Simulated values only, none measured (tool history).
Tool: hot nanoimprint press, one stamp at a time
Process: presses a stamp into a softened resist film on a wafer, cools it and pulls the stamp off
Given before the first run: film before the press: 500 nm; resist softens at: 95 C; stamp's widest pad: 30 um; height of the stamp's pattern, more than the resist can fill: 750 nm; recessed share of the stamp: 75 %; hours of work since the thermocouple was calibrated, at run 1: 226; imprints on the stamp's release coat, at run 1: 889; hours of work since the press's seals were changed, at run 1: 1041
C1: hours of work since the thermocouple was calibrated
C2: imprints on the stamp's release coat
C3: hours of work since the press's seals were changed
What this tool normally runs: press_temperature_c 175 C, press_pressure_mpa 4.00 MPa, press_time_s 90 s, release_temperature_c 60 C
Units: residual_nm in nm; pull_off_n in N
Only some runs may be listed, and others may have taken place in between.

Run 1, hour 0.0: usual settings; C1 226; C2 889; C3 1041. Result: residual_nm 236.4 nm, pull_off_n 170 N.
Run 2, hour 60.0: usual settings but press_temperature_c 168 C; C1 255; C2 1108; C3 1070. Result: residual_nm 295.8 nm, pull_off_n 166 N.
At hour 93.8: stamp cleaned and given a new release coat.
Run 3, hour 129.7: usual settings but press_temperature_c 168 C; C1 285; C2 131; C3 1100. Result: residual_nm 296.6 nm, pull_off_n 159 N.
Run 4, hour 190.9: usual settings but press_temperature_c 168 C, press_pressure_mpa 3.50 MPa; C1 314; C2 355; C3 1129. Result: residual_nm 311.3 nm, pull_off_n 163 N.
Run 5, hour 223.3: usual settings but press_temperature_c 168 C, press_pressure_mpa 3.50 MPa; C1 329; C2 473; C3 1144. Result: residual_nm 319.3 nm, pull_off_n 166 N.
Run 6, hour 273.5: usual settings but press_temperature_c 168 C, press_pressure_mpa 3.50 MPa, press_time_s 155 s; C1 353; C2 657; C3 1168. Result: residual_nm 271.1 nm, pull_off_n 167 N.
Run 7, hour 326.4: usual settings but press_temperature_c 172 C; C1 378; C2 850; C3 1194. Result: residual_nm 267.1 nm, pull_off_n 166 N.
Run 8, hour 365.4: usual settings but release_temperature_c 47 C; C1 397; C2 993; C3 1212. Result: residual_nm 244.5 nm, pull_off_n 225 N.
Run 9, hour 403.9: usual settings but release_temperature_c 47 C; C1 415; C2 1134; C3 1230. Result: residual_nm 247.1 nm, pull_off_n 228 N.
At hour 433.4: stamp cleaned and given a new release coat.
Run 10, hour 456.7: usual settings but press_temperature_c 164 C, press_time_s 100 s, release_temperature_c 66 C; C1 438; C2 85; C3 1253. Result: residual_nm 332.9 nm, pull_off_n 140 N.
Run 11, hour 503.9: usual settings but press_pressure_mpa 5.31 MPa, press_time_s 76 s; C1 460; C2 258; C3 1275. Result: residual_nm 229.5 nm, pull_off_n 170 N.
Run 12, hour 535.1: usual settings but press_temperature_c 166 C, press_pressure_mpa 5.00 MPa, press_time_s 147 s; C1 475; C2 372; C3 1290. Result: residual_nm 257.2 nm, pull_off_n 163 N.
Run 13, hour 570.4: usual settings but press_pressure_mpa 4.27 MPa; C1 492; C2 501; C3 1307. Result: residual_nm 238.2 nm, pull_off_n 168 N.
At hour 605.6: plate thermocouple calibrated.
Run 14, hour 607.3: usual settings but press_temperature_c 178 C, press_pressure_mpa 3.36 MPa, press_time_s 92 s, release_temperature_c 50 C; C1 1; C2 625; C3 1323. Result: residual_nm 228.1 nm, pull_off_n 197 N.
At hour 620.9: press's hydraulic seals changed and the load cell set to zero.
Run 15, hour 668.6: usual settings but press_temperature_c 178 C, press_pressure_mpa 3.36 MPa, press_time_s 92 s, release_temperature_c 50 C; C1 26; C2 820; C3 23. Result: residual_nm 216.8 nm, pull_off_n 199 N.
Run 16, hour 699.0: usual settings but press_temperature_c 178 C, press_pressure_mpa 3.36 MPa, press_time_s 92 s, release_temperature_c 50 C; C1 41; C2 931; C3 37. Result: residual_nm 216.9 nm, pull_off_n 211 N.
Run 17, hour 762.7: usual settings but press_temperature_c 178 C, press_pressure_mpa 3.36 MPa, press_time_s 92 s, release_temperature_c 52 C; C1 71; C2 1164; C3 67. Result: residual_nm 214.4 nm, pull_off_n 202 N.

Forecast each of these 4 alternatives for the next run:
At hour 782.7: stamp cleaned and given a new release coat.
Run A, hour 798.3: usual settings but press_temperature_c 171 C, press_time_s 107 s, release_temperature_c 53 C; C1 85; C2 57; C3 82. Result: residual_nm ?, pull_off_n ?.
At hour 782.7: stamp cleaned and given a new release coat.
Run B, hour 798.3: usual settings but press_temperature_c 178 C, press_pressure_mpa 3.36 MPa, press_time_s 92 s, release_temperature_c 47 C; C1 85; C2 57; C3 82. Result: residual_nm ?, pull_off_n ?.
At hour 782.7: stamp cleaned and given a new release coat.
Run C, hour 798.3: usual settings but press_temperature_c 174 C, press_pressure_mpa 3.28 MPa, press_time_s 72 s; C1 85; C2 57; C3 82. Result: residual_nm ?, pull_off_n ?.
At hour 782.7: stamp cleaned and given a new release coat.
Run D, hour 798.3: usual settings but press_time_s 79 s; C1 85; C2 57; C3 82. Result: residual_nm ?, pull_off_n ?.

run  residual_nm  pull_off_n
  A        232.7         181
  B        218.1         203
  C        270.1         153
  D        227.8         157
Had the tool no hidden state, the same runs would have come out as:
run  residual_nm  pull_off_n
  A        230.7         180
  B        216.3         202
  C        268.1         151
  D        225.9         155
